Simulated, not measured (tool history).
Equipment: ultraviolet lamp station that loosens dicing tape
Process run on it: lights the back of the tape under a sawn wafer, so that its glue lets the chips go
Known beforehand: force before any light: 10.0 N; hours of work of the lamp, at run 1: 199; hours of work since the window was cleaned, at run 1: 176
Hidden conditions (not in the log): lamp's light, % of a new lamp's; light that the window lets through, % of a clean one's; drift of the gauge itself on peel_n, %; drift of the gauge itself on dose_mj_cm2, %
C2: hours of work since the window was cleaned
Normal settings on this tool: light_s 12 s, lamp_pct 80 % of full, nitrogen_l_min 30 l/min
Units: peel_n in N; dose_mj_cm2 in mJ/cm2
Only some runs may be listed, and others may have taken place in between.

Run 1, day 0: usual settings; hours of work of the lamp 199; C2 176. Result: peel_n 0.322 N, dose_mj_cm2 467 mJ/cm2.
Run 2, day 0.783: usual settings; hours of work of the lamp 209; C2 187. Result: peel_n 0.298 N, dose_mj_cm2 479 mJ/cm2.
Run 3, day 1.3: usual settings; hours of work of the lamp 216; C2 194. Result: peel_n 0.312 N, dose_mj_cm2 477 mJ/cm2.
Run 4, day 1.812: usual settings; hours of work of the lamp 223; C2 201. Result: peel_n 0.303 N, dose_mj_cm2 464 mJ/cm2.
Run 5, day 2.271: usual settings; hours of work of the lamp 229; C2 207. Result: peel_n 0.289 N, dose_mj_cm2 474 mJ/cm2.
Run 6, day 2.729: usual settings; hours of work of the lamp 236; C2 213. Result: peel_n 0.298 N, dose_mj_cm2 472 mJ/cm2.
Run 7, day 3.288: usual settings but light_s 9 s; hours of work of the lamp 243; C2 221. Result: peel_n 0.547 N, dose_mj_cm2 358 mJ/cm2.
Run 8, day 3.692: usual settings but light_s 9 s, lamp_pct 69 % of full, nitrogen_l_min 47 l/min; hours of work of the lamp 249; C2 226. Result: peel_n 0.63 N, dose_mj_cm2 309 mJ/cm2.
Run 9, day 4.412: usual settings but lamp_pct 66 % of full, nitrogen_l_min 39 l/min; hours of work of the lamp 258; C2 236. Result: peel_n 0.388 N, dose_mj_cm2 388 mJ/cm2.
Run 10, day 4.85: usual settings but lamp_pct 66 % of full, nitrogen_l_min 39 l/min; hours of work of the lamp 264; C2 242. Result: peel_n 0.372 N, dose_mj_cm2 388 mJ/cm2.
Run 11, day 5.517: usual settings but lamp_pct 66 % of full, nitrogen_l_min 39 l/min; hours of work of the lamp 273; C2 251. Result: peel_n 0.389 N, dose_mj_cm2 385 mJ/cm2.
Run 12, day 6.175: usual settings but lamp_pct 66 % of full, nitrogen_l_min 39 l/min; hours of work of the lamp 282; C2 260. Result: peel_n 0.391 N, dose_mj_cm2 392 mJ/cm2.
Run 13, day 6.588: usual settings but lamp_pct 64 % of full, nitrogen_l_min 52 l/min; hours of work of the lamp 288; C2 265. Result: peel_n 0.367 N, dose_mj_cm2 380 mJ/cm2.

Consider 4 possible next runs. They are alternatives, not a sequence: every one starts from the tool as it was left by run 13. What does each give?
Run A, day 7.408: usual settings but nitrogen_l_min 14 l/min; hours of work of the lamp 299; C2 276. Result: peel_n ?, dose_mj_cm2 ?.
Run B, day 7.408: usual settings but light_s 24 s, lamp_pct 64 % of full, nitrogen_l_min 53 l/min; hours of work of the lamp 299; C2 276. Result: peel_n ?, dose_mj_cm2 ?.
Run C, day 7.408: usual settings but lamp_pct 90 % of full, nitrogen_l_min 52 l/min; hours of work of the lamp 299; C2 276. Result: peel_n ?, dose_mj_cm2 ?.
Run D, day 7.408: usual settings but light_s 10 s, lamp_pct 64 % of full, nitrogen_l_min 52 l/min; hours of work of the lamp 299; C2 276. Result: peel_n ?, dose_mj_cm2 ?.

run  peel_n  dose_mj_cm2
  A   0.504          474
  B   0.165          751
  C   0.208          527
  D   0.518          313
Take away the tool's hidden state, keep each run's random variation, and the runs would have read:
run  peel_n  dose_mj_cm2
  A   0.502          475
  B   0.165          752
  C   0.208          528
  D   0.516          313

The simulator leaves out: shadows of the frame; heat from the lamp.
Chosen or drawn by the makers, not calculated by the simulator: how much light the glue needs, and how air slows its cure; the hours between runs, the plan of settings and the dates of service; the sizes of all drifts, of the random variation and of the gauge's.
